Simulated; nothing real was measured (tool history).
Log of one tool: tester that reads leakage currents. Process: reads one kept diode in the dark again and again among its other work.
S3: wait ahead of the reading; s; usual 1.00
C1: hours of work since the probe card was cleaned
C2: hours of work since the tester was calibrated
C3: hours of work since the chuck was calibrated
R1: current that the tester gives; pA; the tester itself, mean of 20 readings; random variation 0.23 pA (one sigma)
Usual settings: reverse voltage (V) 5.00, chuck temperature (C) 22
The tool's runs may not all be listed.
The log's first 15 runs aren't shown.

Run 16, hour 641.5: usual settings but reverse voltage (V) 4.41; C1 1819; C2 970; C3 378. Result: R1 69.11 pA.
Run 17, hour 667.6: usual settings but reverse voltage (V) 4.41; C1 1834; C2 985; C3 393. Result: R1 68.58 pA.
Run 18, hour 702.3: usual settings but chuck temperature (C) 55; C1 1854; C2 1005; C3 413. Result: R1 1035.66 pA.
Run 19, hour 726.0: usual settings but chuck temperature (C) 54; C1 1867; C2 1019; C3 426. Result: R1 958.01 pA.
Run 20, hour 782.0: usual settings but chuck temperature (C) 54; C1 1899; C2 1051; C3 458. Result: R1 956.30 pA.
Run 21, hour 833.5: usual settings but reverse voltage (V) 12.61, chuck temperature (C) 35; C1 1929; C2 1080; C3 488. Result: R1 363.00 pA.
Run 22, hour 865.7: usual settings but reverse voltage (V) 7.78, chuck temperature (C) 35, S3 3.05 s; C1 1947; C2 1098; C3 506. Result: R1 277.65 pA.
Run 23, hour 912.1: usual settings but reverse voltage (V) 7.78, chuck temperature (C) 35, S3 3.05 s; C1 1974; C2 1125; C3 533. Result: R1 274.80 pA.
Run 24, hour 964.2: usual settings but reverse voltage (V) 7.78, chuck temperature (C) 35, S3 3.05 s; C1 2003; C2 1155; C3 563. Result: R1 273.37 pA.
Run 25, hour 994.7: usual settings but S3 8.36 s; C1 2021; C2 1172; C3 580. Result: R1 72.14 pA.
Run 26, hour 1037.7: usual settings but reverse voltage (V) 4.62, S3 0.86 s; C1 2046; C2 1197; C3 605. Result: R1 69.21 pA.
Run 27, hour 1061.6: usual settings but chuck temperature (C) 25, S3 0.69 s; C1 2059; C2 1211; C3 618. Result: R1 93.45 pA.
Run 28, hour 1110.4: usual settings but chuck temperature (C) 25, S3 0.76 s; C1 2087; C2 1239; C3 646. Result: R1 93.67 pA.
Run 29, hour 1156.7: usual settings but reverse voltage (V) 7.31, chuck temperature (C) 25, S3 2.18 s; C1 2114; C2 1265; C3 673. Result: R1 114.41 pA.
Run 30, hour 1187.2: usual settings but reverse voltage (V) 7.31, chuck temperature (C) 25, S3 2.18 s; C1 2131; C2 1283; C3 690. Result: R1 114.89 pA.
Run 31, hour 1220.9: usual settings but reverse voltage (V) 1.78, chuck temperature (C) 47, S3 5.67 s; C1 2150; C2 1302; C3 710. Result: R1 313.82 pA.
Run 32, hour 1255.1: usual settings but reverse voltage (V) 1.78, chuck temperature (C) 47, S3 5.67 s; C1 2170; C2 1321; C3 729. Result: R1 315.27 pA.
Run 33, hour 1286.4: usual settings but S3 7.16 s; C1 2188; C2 1339; C3 747. Result: R1 71.19 pA.
Run 34, hour 1314.7: usual settings but reverse voltage (V) 1.31, chuck temperature (C) 48, S3 0.56 s; C1 2204; C2 1356; C3 763. Result: R1 288.40 pA.
Run 35, hour 1350.6: usual settings but reverse voltage (V) 4.05, chuck temperature (C) 46, S3 0.71 s; C1 2225; C2 1376; C3 784. Result: R1 452.29 pA.
Run 36, hour 1378.5: usual settings but reverse voltage (V) 4.05, chuck temperature (C) 46, S3 0.71 s; C1 2241; C2 1392; C3 800. Result: R1 451.86 pA.
Run 37, hour 1406.3: usual settings but reverse voltage (V) 2.38, chuck temperature (C) 46, S3 0.71 s; C1 2257; C2 1408; C3 816. Result: R1 338.85 pA.
Run 38, hour 1449.3: usual settings but reverse voltage (V) 6.49, chuck temperature (C) 47, S3 0.73 s; C1 2281; C2 1433; C3 840. Result: R1 629.17 pA.
Run 39, hour 1480.1: usual settings but reverse voltage (V) 3.42, chuck temperature (C) 34, S3 2.43 s; C1 2299; C2 1450; C3 858. Result: R1 156.27 pA.
Run 40, hour 1511.1: usual settings but reverse voltage (V) 1.02, chuck temperature (C) 58; C1 2317; C2 1468; C3 876. Result: R1 521.41 pA.

4 ways to go on from here, each from the tool as it stands after run 40. What would each give?
Run A, hour 1540.3: usual settings but chuck temperature (C) 28, S3 8.63 s; C1 2333; C2 1485; C3 892. Result: R1 ?.
Run B, hour 1540.3: usual settings but reverse voltage (V) 12.31, chuck temperature (C) 30, S3 0.77 s; C1 2333; C2 1485; C3 892. Result: R1 ?.
Run C, hour 1540.3: usual settings but reverse voltage (V) 2.45, chuck temperature (C) 42; C1 2333; C2 1485; C3 892. Result: R1 ?.
Run D, hour 1540.3: usual settings but S3 0.38 s; C1 2333; C2 1485; C3 892. Result: R1 ?.

run      R1
  A  117.10
  B  231.27
  C  248.41
  D   72.43
Without the tool's hidden state the same runs would have given:
run      R1
  A  124.50
  B  242.16
  C  272.40
  D   74.61

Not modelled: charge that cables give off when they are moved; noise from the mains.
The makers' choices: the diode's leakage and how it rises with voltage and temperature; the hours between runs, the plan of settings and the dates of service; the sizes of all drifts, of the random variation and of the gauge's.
